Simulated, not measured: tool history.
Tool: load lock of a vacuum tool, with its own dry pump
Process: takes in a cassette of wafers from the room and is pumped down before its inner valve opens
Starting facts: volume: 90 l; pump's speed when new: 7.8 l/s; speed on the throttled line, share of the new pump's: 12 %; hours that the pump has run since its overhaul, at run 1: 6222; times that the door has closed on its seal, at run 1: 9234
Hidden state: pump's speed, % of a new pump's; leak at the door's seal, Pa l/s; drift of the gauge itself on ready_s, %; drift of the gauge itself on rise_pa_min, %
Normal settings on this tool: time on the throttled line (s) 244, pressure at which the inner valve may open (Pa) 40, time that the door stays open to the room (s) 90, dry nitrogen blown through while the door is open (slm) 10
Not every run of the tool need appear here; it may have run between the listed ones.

run	hour	time on the throttled line (s)	pressure at which the inner valve may open (Pa)	time that the door stays open to the room (s)	dry nitrogen blown through while the door is open (slm)	hours that the pump has run since its overhaul	times that the door has closed on its seal	incoming humidity of the room's air, %	time from the closed door until the inner valve may open (s)	rise of the pressure with all valves shut (Pa/min)
1	0.0	244	40	90	10	6222	9234	44.9	312.4	0.042
2	99.9	244	40	90	25	6321	9605	44.3	308.8	0.027
3	165.0	244	32	90	10	6387	9848	43.5	313.7	0.036
4	277.5	432	40	90	10	6499	10266	45.5	475.1	0.031
5	361.3	432	40	90	10	6583	10578	44.5	471.6	0.035
6	490.4	432	40	90	10	6712	11058	45.5	474.3	0.042
7	633.9	432	40	90	6	6855	11592	43.7	473.2	0.039
8	706.3	432	40	90	6	6928	11861	42.5	475.2	0.040
9	843.8	244	40	90	4	7065	12372	47.1	310.7	0.046
10	909.6	244	40	61	10	7131	12617	42.6	311.4	0.033
11	1035.6	244	40	41	10	7257	13086	45.4	310.5	0.030
12	1169.5	244	40	41	10	7391	13584	44.0	310.9	0.030
13	1242.6	244	40	41	17	7464	13855	50.0	309.1	0.037
14	1325.9	244	40	41	17	7547	14165	42.2	309.9	0.032
15	1402.6	244	40	41	17	7624	14451	44.5	311.3	0.039
16	1520.1	244	40	41	17	7742	14887	43.6	309.9	0.034
17	1625.2	244	40	41	17	7847	15278	49.1	310.9	0.033
18	1700.2	244	40	41	18	7922	15557	43.8	310.9	0.029
19	1773.5	409	40	51	10	7995	15830	43.2	457.1	0.038
20	1854.9	187	40	90	10	8076	16133	45.5	261.6	0.043
21	1968.5	187	40	90	10	8190	16555	46.9	262.6	0.048
22	2082.4	187	40	90	10	8304	16979	48.7	261.7	0.050
23	2151.3	379	38	131	7	8373	17235	47.6	431.1	0.057
24	2284.1	165	40	90	10	8506	17729	44.3	242.1	0.052
25	2392.4	165	40	90	10	8614	18132	49.2	242.6	0.048
26	2513.6	381	40	90	5	8735	18583	50.6	431.6	0.060
27	2579.9	474	51	90	5	8801	18829	43.5	507.7	0.056
28	2733.5	340	40	90	10	8955	19401	42.8	396.0	0.054
29	2878.0	340	40	90	10	9099	19938	42.1	394.3	0.054
30	2943.4	244	49	90	28	9165	20181	44.0	309.7	0.039
31	3068.6	352	49	90	28	9290	20647	44.2	402.8	0.047
32	3192.6	352	49	90	28	9414	21108	45.9	403.3	0.054
33	3322.5	352	49	90	28	9544	21591	47.7	404.7	0.050
34	3408.3	244	29	90	19	9630	21910	44.3	316.6	0.050
35	3523.9	244	33	90	21	9745	22340	45.0	315.3	0.053
36	3614.8	285	31	90	13	9836	22679	46.7	350.8	0.055

Branching from run 36: 3 alternative next runs. What would each branch give?
A	3733.2	237	28	90	13	9955	23119	40.7	?	?
B	3733.2	288	37	90	36	9955	23119	42.6	?	?
C	3733.2	244	40	34	10	9955	23119	45.8	?	?

run	time from the closed door until the inner valve may open (s)	rise of the pressure with all valves shut (Pa/min)
A	312.0	0.057
B	352.4	0.048
C	312.1	0.053
Without the tool's unlogged condition, the same runs would have read:
run	time from the closed door until the inner valve may open (s)	rise of the pressure with all valves shut (Pa/min)
A	305.0	0.019
B	346.4	0.010
C	305.7	0.015
